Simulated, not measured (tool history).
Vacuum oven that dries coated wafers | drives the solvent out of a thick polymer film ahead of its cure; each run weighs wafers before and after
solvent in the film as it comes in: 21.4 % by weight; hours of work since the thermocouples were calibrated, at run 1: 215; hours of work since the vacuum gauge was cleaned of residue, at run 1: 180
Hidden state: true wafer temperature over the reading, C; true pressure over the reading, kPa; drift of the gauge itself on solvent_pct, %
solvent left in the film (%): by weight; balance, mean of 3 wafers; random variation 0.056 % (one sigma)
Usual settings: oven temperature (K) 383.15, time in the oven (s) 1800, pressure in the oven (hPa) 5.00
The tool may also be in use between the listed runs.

run   hour  oven temperature (K)  time in the oven (s)  pressure in the oven (hPa)  hours of work since the thermocouples were calibrated  hours of work since the vacuum gauge was cleaned of residue  solvent left in the film (%)
  1    0.0                383.15                  1800                        5.00                                                    215                                                          180                          2.70
  2   37.1                381.15                  1800                        5.00                                                    233                                                          197                          3.07
  3   70.2                381.15                  1800                        5.00                                                    248                                                          213                          3.16
  4  110.3                383.15                  1800                        5.00                                                    267                                                          232                          2.72
  5  157.0                383.15                  1800                        5.00                                                    290                                                          255                          2.72
  6  177.1                383.15                  1800                        5.00                                                    299                                                          264                          2.75
  7  208.7                383.15                  1800                        6.79                                                    314                                                          279                          3.08
  8  241.0                383.15                  1800                        5.00                                                    330                                                          295                          2.83
  9  263.1                374.15                  1800                        5.00                                                    340                                                          305                          4.71
 10  286.0                374.15                  1800                        5.00                                                    351                                                          316                          4.80
 11  318.9                374.15                  1800                        5.00                                                    367                                                          332                          4.97
 12  361.5                383.15                  1200                        3.92                                                    387                                                          352                          4.66
 13  386.6                383.15                  1200                        3.92                                                    399                                                          364                          4.73
 14  410.5                369.15                  1020                       10.72                                                    411                                                          375                         10.45
 15  431.3                394.15                  1800                        3.69                                                    421                                                          385                          1.14
 16  453.1                394.15                  1800                        3.69                                                    431                                                          396                          1.21
 17  498.3                372.15                  1800                        3.69                                                    452                                                          417                          5.21
 18  544.6                379.15                  1260                        3.48                                                    475                                                          439                          5.50
 19  591.9                379.15                  1260                        3.48                                                    497                                                          462                          5.36

Forecast each of these 4 alternatives for the next run:
  A  620.4                383.15                  2880                        5.00                                                    511                                                          475                             ?
  B  620.4                392.15                  1800                        5.00                                                    511                                                          475                             ?
  C  620.4                396.15                  2340                        2.87                                                    511                                                          475                             ?
  D  620.4                377.15                  1380                        4.12                                                    511                                                          475                             ?

run  solvent left in the film (%)
  A                          1.60
  B                          1.60
  C                          0.59
  D                          5.60
Without the tool's hidden state the same runs would have given:
run  solvent left in the film (%)
  A                          1.36
  B                          1.39
  C                          0.46
  D                          5.18
